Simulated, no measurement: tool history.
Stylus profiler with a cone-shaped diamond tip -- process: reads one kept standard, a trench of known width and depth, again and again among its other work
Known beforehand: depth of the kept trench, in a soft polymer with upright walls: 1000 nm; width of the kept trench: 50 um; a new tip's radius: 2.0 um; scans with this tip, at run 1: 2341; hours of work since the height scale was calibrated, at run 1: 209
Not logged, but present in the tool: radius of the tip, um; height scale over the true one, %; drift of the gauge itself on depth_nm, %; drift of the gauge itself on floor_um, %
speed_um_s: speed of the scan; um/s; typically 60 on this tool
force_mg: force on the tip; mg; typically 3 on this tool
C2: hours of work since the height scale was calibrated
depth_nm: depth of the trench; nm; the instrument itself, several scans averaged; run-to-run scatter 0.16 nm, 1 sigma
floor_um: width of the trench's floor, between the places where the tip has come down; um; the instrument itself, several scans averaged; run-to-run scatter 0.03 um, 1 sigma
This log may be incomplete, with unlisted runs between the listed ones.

Run 1, hour 0: usual settings; scans with this tip 2341; C2 209. Result: depth_nm 1012.89 nm, floor_um 45.9 um.
Run 2, hour 20.2: usual settings but force_mg 3.44 mg; scans with this tip 2480; C2 221. Result: depth_nm 1014.17 nm, floor_um 45.83 um.
Run 3, hour 33.5: usual settings; scans with this tip 2571; C2 229. Result: depth_nm 1012.77 nm, floor_um 45.79 um.
Run 4, hour 51.6: usual settings; scans with this tip 2695; C2 240. Result: depth_nm 1012.83 nm, floor_um 45.82 um.
Run 5, hour 62: usual settings; scans with this tip 2767; C2 247. Result: depth_nm 1013.11 nm, floor_um 45.84 um.
Run 6, hour 75.2: usual settings; scans with this tip 2858; C2 255. Result: depth_nm 1012.77 nm, floor_um 45.78 um.
Run 7, hour 88.6: usual settings but force_mg 1.78 mg; scans with this tip 2950; C2 263. Result: depth_nm 1009.27 nm, floor_um 45.69 um.
Run 8, hour 100.4: usual settings but force_mg 1.78 mg; scans with this tip 3030; C2 270. Result: depth_nm 1009.32 nm, floor_um 45.69 um.
Run 9, hour 119.9: usual settings but force_mg 1.78 mg; scans with this tip 3164; C2 282. Result: depth_nm 1009.55 nm, floor_um 45.62 um.
At hour 121.3: height scale calibrated on a step standard.
Run 10, hour 135.7: usual settings but force_mg 1.78 mg; scans with this tip 3269; C2 9. Result: depth_nm 1009.93 nm, floor_um 45.7 um.
Run 11, hour 144.6: usual settings but speed_um_s 221 um/s, force_mg 2.99 mg; scans with this tip 3330; C2 14. Result: depth_nm 1013.09 nm, floor_um 44.92 um.
Run 12, hour 162.4: usual settings but speed_um_s 164 um/s; scans with this tip 3452; C2 25. Result: depth_nm 1013.5 nm, floor_um 45.19 um.
Run 13, hour 177.7: usual settings but speed_um_s 121 um/s, force_mg 3.09 mg; scans with this tip 3557; C2 34. Result: depth_nm 1013.53 nm, floor_um 45.42 um.
Run 14, hour 191.4: usual settings but speed_um_s 20 um/s, force_mg 3.05 mg; scans with this tip 3652; C2 43. Result: depth_nm 1013.74 nm, floor_um 45.87 um.
Run 15, hour 210.7: usual settings but speed_um_s 20 um/s, force_mg 3.05 mg; scans with this tip 3784; C2 55. Result: depth_nm 1013.43 nm, floor_um 45.94 um.
Run 16, hour 223.1: usual settings but speed_um_s 58 um/s, force_mg 8.4 mg; scans with this tip 3869; C2 62. Result: depth_nm 1025.97 nm, floor_um 45.83 um.
Run 17, hour 234.4: usual settings but speed_um_s 31 um/s, force_mg 1.47 mg; scans with this tip 3947; C2 69. Result: depth_nm 1008.93 nm, floor_um 45.76 um.
At hour 238.3: height scale calibrated on a step standard, once more.
Run 18, hour 246.8: usual settings but speed_um_s 31 um/s, force_mg 1.47 mg; scans with this tip 4028; C2 5. Result: depth_nm 1006.9 nm, floor_um 45.7 um.
Run 19, hour 263: usual settings but speed_um_s 214 um/s, force_mg 1.19 mg; scans with this tip 4139; C2 15. Result: depth_nm 1006.02 nm, floor_um 44.22 um.

Forecast each of these 4 alternatives for the next run:
Run A, hour 273: usual settings but force_mg 1.45 mg; scans with this tip 4208; C2 21. Result: depth_nm ?, floor_um ?.
Run B, hour 273: usual settings but speed_um_s 17 um/s, force_mg 1.18 mg; scans with this tip 4208; C2 21. Result: depth_nm ?, floor_um ?.
Run C, hour 273: usual settings but speed_um_s 120 um/s; scans with this tip 4208; C2 21. Result: depth_nm ?, floor_um ?.
Run D, hour 273: usual settings but speed_um_s 157 um/s, force_mg 3.33 mg; scans with this tip 4208; C2 21. Result: depth_nm ?, floor_um ?.

run  depth_nm  floor_um
  A   1006.99     45.53
  B   1006.02     45.79
  C   1011.54     45.31
  D   1012.41     45.18
Without the tool's unlogged condition, the same runs would have read:
run  depth_nm  floor_um
  A   1007.61     46.11
  B   1006.65     46.38
  C   1012.16     45.89
  D   1013.04     45.76

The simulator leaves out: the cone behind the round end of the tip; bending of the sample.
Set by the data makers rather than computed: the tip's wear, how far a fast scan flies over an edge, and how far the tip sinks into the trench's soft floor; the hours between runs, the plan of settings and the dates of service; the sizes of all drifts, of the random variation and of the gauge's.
